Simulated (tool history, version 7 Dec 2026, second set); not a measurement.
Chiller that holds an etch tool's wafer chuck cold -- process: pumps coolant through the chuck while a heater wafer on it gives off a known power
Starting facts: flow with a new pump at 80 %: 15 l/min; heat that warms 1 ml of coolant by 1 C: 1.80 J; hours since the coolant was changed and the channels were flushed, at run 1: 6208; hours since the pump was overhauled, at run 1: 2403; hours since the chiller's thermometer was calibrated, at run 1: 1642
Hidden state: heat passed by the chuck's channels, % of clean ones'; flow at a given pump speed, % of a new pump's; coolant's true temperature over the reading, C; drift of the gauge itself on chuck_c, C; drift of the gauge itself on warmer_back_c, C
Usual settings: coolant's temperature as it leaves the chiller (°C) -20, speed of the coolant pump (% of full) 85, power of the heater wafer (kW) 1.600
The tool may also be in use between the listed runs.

run,day,coolant's temperature as it leaves the chiller (°C),speed of the coolant pump (% of full),power of the heater wafer (kW),hours since the coolant was changed and the channels were flushed,hours since the pump was overhauled,hours since the chiller's thermometer was calibrated,chuck's temperature once it has settled (°C),how much warmer the coolant comes back (C)
1,0.000,-20,85,1.600,6208,2403,1642,-5.4,3.56
2,2.058,-20,85,1.600,6257,2453,1691,-5.3,3.53
3,3.550,-20,85,1.600,6293,2488,1727,-5.4,3.59
4,5.792,-20,85,1.600,6347,2542,1781,-5.3,3.58
5,8.608,-20,85,1.600,6415,2610,1848,-5.2,3.58
6,10.742,-11,85,1.600,6466,2661,1900,3.9,3.58
7,13.846,-20,85,1.895,6540,2736,1974,-2.3,4.22
8,16.925,-20,85,1.895,6614,2809,2048,-2.3,4.32
9,18.467,-20,85,1.895,6651,2846,2085,-2.1,4.29
10,20.308,-20,85,1.895,6695,2891,2129,-2.2,4.23
11,21.658,-20,85,1.895,6728,2923,2161,-2.1,4.28
12,23.962,-20,85,1.147,6783,2978,2217,-9.2,2.62
13,27.008,-20,66,1.620,6856,3052,2290,-0.6,4.84
14,29.046,-20,66,1.620,6905,3100,2339,-0.2,4.87
15,30.383,-23,85,0.863,6937,3132,2371,-15.0,1.99
# day 31.842: coolant changed, channels flushed
16,33.250,-23,85,0.863,34,3195,2434,-16.3,1.98
17,34.904,-23,85,1.403,74,3235,2473,-11.9,3.14
18,37.000,-20,85,1.363,124,3285,2524,-9.5,3.08
19,39.175,-20,85,1.082,176,3337,2576,-11.6,2.49
20,41.129,-17,71,1.600,223,3384,2623,-2.3,4.46

Below are 4 alternative next runs, each starting from the tool's condition after run 20. Predict each:
A,42.692,-19,65,1.600,260,3422,2660,?,?
B,42.692,-17,94,1.743,260,3422,2660,?,?
C,42.692,-18,85,1.600,260,3422,2660,?,?
D,42.692,-16,99,1.860,260,3422,2660,?,?

run,chuck's temperature once it has settled (°C),how much warmer the coolant comes back (C)
A,-3.1,4.89
B,-4.4,3.54
C,-5.4,3.66
D,-3.2,3.58
Take away the tool's hidden state, keep each run's random variation, and the runs would have read:
run,chuck's temperature once it has settled (°C),how much warmer the coolant comes back (C)
A,-4.3,4.46
B,-5.3,3.23
C,-6.2,3.34
D,-4.1,3.27
